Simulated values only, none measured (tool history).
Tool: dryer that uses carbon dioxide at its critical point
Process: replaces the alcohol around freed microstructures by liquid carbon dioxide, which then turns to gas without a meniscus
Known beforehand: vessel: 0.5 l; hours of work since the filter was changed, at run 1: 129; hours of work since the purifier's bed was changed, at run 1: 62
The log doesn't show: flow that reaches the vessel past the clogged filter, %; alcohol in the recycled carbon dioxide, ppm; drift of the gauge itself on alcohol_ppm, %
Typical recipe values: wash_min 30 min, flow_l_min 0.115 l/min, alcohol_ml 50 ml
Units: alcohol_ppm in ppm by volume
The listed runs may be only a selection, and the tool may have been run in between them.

run   hour  wash_min  flow_l_min  alcohol_ml  hours of work since the filter was changed  hours of work since the purifier's bed was changed  alcohol_ppm
  1      0        30       0.115          50                                         129                                                  62          743
  2    9.8        30       0.188          50                                         136                                                  70           38
  3   19.6        30       0.188          50                                         144                                                  77           53
        31  -- inlet filter changed
  4   32.6        30       0.188          50                                           1                                                  86           22
  5   47.9        30       0.188          50                                          12                                                  97           23
  6   63.6        30       0.157          50                                          24                                                 108           64
  7   74.4        30       0.157          50                                          32                                                 116           66
  8   84.9        30       0.115          50                                          40                                                 124          432
  9  104.9        30       0.115          50                                          54                                                 139          475
 10  120.2        30       0.115          50                                          66                                                 150          501
 11  138.8        30       0.115          75                                          79                                                 164          805
 12    148        30       0.115          75                                          86                                                 171          826
 13  158.3        30       0.115         114                                          94                                                 178         1279
 14  169.9        31       0.115          50                                         102                                                 187          522
 15  179.1        31       0.115          50                                         109                                                 193          547
 16    189        30       0.115          50                                         116                                                 201          656
 17  200.9        19       0.137          50                                         125                                                 209         2183
 18  215.8        19       0.137          50                                         136                                                 220         2292
 19  231.7        28       0.137          50                                         148                                                 232          442
     237.7  -- inlet filter changed
 20  245.5        28       0.161          65                                           6                                                 241          105
 21  255.8        29       0.103          50                                          13                                                 249          834
 22  274.3        30       0.154          28                                          27                                                 263           75
 23  292.5        22       0.113          46                                          40                                                 276         1819
 24  304.4        37       0.115          50                                          49                                                 285          165
 25  319.7        37       0.115          50                                          60                                                 296          187
 26  336.5        30       0.087          87                                          73                                                 308         3573
 27  350.5        30       0.087          87                                          83                                                 319         3650
 28  362.9        35       0.114          41                                          92                                                 328          273
 29  379.1        35       0.114          41                                         104                                                 340          282
 30  392.3        48       0.076          36                                         114                                                 349          469
 31    402        27       0.076          86                                         121                                                 357         9656

Consider 3 possible next runs. They are alternatives, not a sequence: every one starts from the tool as it was left by run 31. What does each give?
  A  423.5        29       0.152          27                                         137                                                 372            ?
  B  423.5        27       0.139          31                                         137                                                 372            ?
  C  423.5        22       0.098          50                                         137                                                 372            ?

run  alcohol_ppm
  A          150
  B          323
  C         4935
Without the tool's hidden state the same runs would have given:
run  alcohol_ppm
  A           37
  B          113
  C         2994

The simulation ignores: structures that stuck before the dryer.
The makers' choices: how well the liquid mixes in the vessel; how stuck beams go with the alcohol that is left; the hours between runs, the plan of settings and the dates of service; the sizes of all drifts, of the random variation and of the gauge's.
